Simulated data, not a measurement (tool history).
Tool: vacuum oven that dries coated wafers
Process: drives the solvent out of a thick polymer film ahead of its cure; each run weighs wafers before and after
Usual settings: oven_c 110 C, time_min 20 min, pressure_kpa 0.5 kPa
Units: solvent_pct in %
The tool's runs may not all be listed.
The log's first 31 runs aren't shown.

| run | hour | oven_c | time_min | pressure_kpa | hours of work since the thermocouples were calibrated | hours of work since the vacuum gauge was cleaned of residue | solvent_pct |
|---|---|---|---|---|---|---|---|
|  | 1147.9 | oven's thermocouples calibrated, once more |
| 32 | 1153.8 | 124 | 18 | 0.843 | 4 | 1518 | 0.43 |
| 33 | 1185.9 | 105 | 23 | 0.716 | 24 | 1538 | 1.82 |
| 34 | 1210.5 | 123 | 20 | 0.5 | 39 | 1554 | 0.34 |
| 35 | 1245 | 100 | 20 | 0.266 | 61 | 1575 | 3.62 |
| 36 | 1292.1 | 115 | 20 | 0.5 | 90 | 1605 | 0.81 |
| 37 | 1318.7 | 105 | 20 | 0.5 | 107 | 1621 | 2.38 |
| 38 | 1362.5 | 103 | 17 | 0.543 | 134 | 1649 | 3.85 |
| 39 | 1393.4 | 110 | 20 | 1.668 | 153 | 1668 | 1.75 |
| 40 | 1429.6 | 102 | 15 | 1.968 | 176 | 1691 | 5.46 |
| 41 | 1481.2 | 117 | 32 | 1.968 | 208 | 1723 | 0.71 |
| 42 | 1513.8 | 117 | 32 | 1.968 | 228 | 1743 | 0.85 |
| 43 | 1542.1 | 117 | 32 | 1.968 | 246 | 1761 | 0.71 |
| 44 | 1578.6 | 114 | 24 | 0.74 | 269 | 1784 | 0.66 |
| 45 | 1626.6 | 114 | 24 | 0.74 | 299 | 1814 | 0.68 |

The next listed run, before its measurement:
| 46 | 1661.8 | 114 | 24 | 0.74 | 321 | 1836 | ? |

{"run 46": {"solvent_pct": 0.74}}
Without the tool's hidden state the same run would have given solvent_pct 0.54 %.
